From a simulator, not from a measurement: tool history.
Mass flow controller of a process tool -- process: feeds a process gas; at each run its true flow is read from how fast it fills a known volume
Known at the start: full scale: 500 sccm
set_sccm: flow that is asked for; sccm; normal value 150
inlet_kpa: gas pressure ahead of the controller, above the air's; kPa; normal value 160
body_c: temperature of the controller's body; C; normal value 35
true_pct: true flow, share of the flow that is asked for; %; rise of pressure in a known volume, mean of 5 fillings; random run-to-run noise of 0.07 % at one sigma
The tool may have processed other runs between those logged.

| run | hour | set_sccm | inlet_kpa | body_c | true_pct |
|---|---|---|---|---|---|
| 1 | 0 | 150 | 160 | 35 | 98.86 |
| 2 | 158 | 150 | 160 | 35 | 98.91 |
| 3 | 244.6 | 150 | 160 | 35 | 98.99 |
| 4 | 386.2 | 150 | 160 | 35 | 99.1 |
| 5 | 493 | 150 | 160 | 35 | 99.1 |
| 6 | 643.3 | 150 | 160 | 35 | 99.15 |
| 7 | 764.8 | 150 | 160 | 35 | 99.22 |
| 8 | 924.9 | 150 | 160 | 35 | 99.36 |
| 9 | 1087.1 | 150 | 160 | 35 | 99.5 |
| 10 | 1221.5 | 150 | 160 | 35 | 99.61 |
| 11 | 1378.4 | 150 | 160 | 34 | 99.52 |
| 12 | 1472.3 | 150 | 160 | 34 | 99.53 |
|  | 1487.1 | controller's zero set anew |
| 13 | 1643.6 | 150 | 160 | 34 | 100.08 |
|  | 1747.1 | controller's zero set anew, once more |
| 14 | 1748.3 | 150 | 262 | 35 | 97.75 |
| 15 | 1868.5 | 150 | 262 | 35 | 97.77 |
| 16 | 1965.2 | 150 | 160 | 35 | 97.99 |
| 17 | 2111.8 | 60 | 217 | 27 | 97.87 |
| 18 | 2182.2 | 216 | 253 | 27 | 98.42 |
| 19 | 2266.2 | 175 | 253 | 30 | 98.37 |
| 20 | 2350.6 | 175 | 170 | 39 | 98.06 |
| 21 | 2507.4 | 175 | 170 | 39 | 98.37 |
| 22 | 2577.8 | 84 | 186 | 21 | 98.43 |
| 23 | 2655 | 150 | 192 | 38 | 98.21 |

What does the tool deliver on the next run?
| 24 | 2780.3 | 150 | 192 | 38 | ? |

{"run 24": {"true_pct": 98.32}}
If the tool had no hidden condition, the same run with the same run-to-run variation would have returned true_pct 97.4 %.

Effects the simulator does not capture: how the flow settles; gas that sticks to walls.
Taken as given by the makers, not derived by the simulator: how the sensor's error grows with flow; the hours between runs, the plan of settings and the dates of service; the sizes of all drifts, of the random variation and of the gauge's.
